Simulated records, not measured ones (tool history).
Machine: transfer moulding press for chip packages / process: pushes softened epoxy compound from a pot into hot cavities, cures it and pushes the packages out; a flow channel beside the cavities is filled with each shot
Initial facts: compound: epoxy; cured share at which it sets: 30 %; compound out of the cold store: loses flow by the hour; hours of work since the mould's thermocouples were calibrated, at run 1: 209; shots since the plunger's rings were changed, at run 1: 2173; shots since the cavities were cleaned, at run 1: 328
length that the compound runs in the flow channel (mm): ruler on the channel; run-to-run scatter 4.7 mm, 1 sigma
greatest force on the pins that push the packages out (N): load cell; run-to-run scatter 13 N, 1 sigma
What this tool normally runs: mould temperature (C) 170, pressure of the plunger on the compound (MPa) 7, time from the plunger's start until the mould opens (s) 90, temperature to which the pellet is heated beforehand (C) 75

run    day  mould temperature (C)  pressure of the plunger on the compound (MPa)  time from the plunger's start until the mould opens (s)  temperature to which the pellet is heated beforehand (C)  hours of work since the mould's thermocouples were calibrated  shots since the plunger's rings were changed  shots since the cavities were cleaned  incoming compound's hours out of the cold store  length that the compound runs in the flow channel (mm)  greatest force on the pins that push the packages out (N)
  1      0                    170                                              7                                                       90                                                        75                                                            209                                          2173                                    328                                             21.5                                                     768                                                        748
  2  0.288                    170                                              7                                                       90                                                        75                                                            213                                          2253                                    408                                             15.6                                                     799                                                        838
  3  0.496                    170                                              7                                                       90                                                        75                                                            216                                          2312                                    467                                             10.2                                                     832                                                        884
  4  0.867                    170                                              7                                                       90                                                        75                                                            221                                          2415                                    570                                             37.2                                                     689                                                        795
  5   1.25                    170                                              7                                                       90                                                        75                                                            226                                          2522                                    677                                             45.9                                                     650                                                        808
  6  1.654                    170                                              7                                                       90                                                        75                                                            232                                          2635                                    790                                             21.4                                                     762                                                        889
     2.054  -- cavities cleaned with cleaning compound and waxed
  7  2.217                    170                                              7                                                       90                                                        75                                                            239                                          2774                                     45                                             42.6                                                     658                                                        582
  8   2.45                    170                                              7                                                       90                                                        75                                                            242                                          2840                                    111                                             47.5                                                     630                                                        597
  9  2.879                    170                                              8                                                      128                                                        75                                                            248                                          2958                                    229                                               29                                                     774                                                        443
 10  3.254                    165                                              7                                                       90                                                        75                                                            254                                          3064                                    335                                             22.7                                                     768                                                       1108
 11  3.646                    178                                           7.58                                                       90                                                        75                                                            259                                          3172                                    443                                             14.1                                                     818                                                        524
 12  3.954                    167                                           6.96                                                       95                                                        72                                                            264                                          3259                                    530                                               39                                                     680                                                        900
 13  4.183                    174                                              7                                                      106                                                        75                                                            267                                          3323                                    594                                               42                                                     652                                                        541
 14  4.558                    170                                              7                                                      128                                                        75                                                            272                                          3427                                    698                                             34.1                                                     693                                                        547
 15  4.929                    170                                           8.18                                                      108                                                        75                                                            277                                          3531                                    802                                             23.9                                                     802                                                        642
     5.271  -- cavities cleaned with cleaning compound and waxed
 16  5.442                    165                                           8.18                                                      104                                                        79                                                            284                                          3656                                     47                                             30.4                                                     780                                                        605

Pick out some run-to-run changes in length that the compound runs in the flow channel (mm). Of each, how much would a tool without hidden state show as well, from the settings, what came in and chance, and how much is left for the hidden state and any gauge scatter not in both results compared?
Hidden state present: true mould temperature over the reading, C; pressure that reaches the compound, % of what is set; grip of the stained cavities, % over clean ones'; drift of the gauge itself on flow_mm, %; drift of the gauge itself on push_out_n, %.
Run 8 -> 9: pressure of the plunger on the compound (MPa) 7 -> 8, time from the plunger's start until the mould opens (s) 90 -> 128. length that the compound runs in the flow channel (mm) +144: hidden state -8, all else +152.
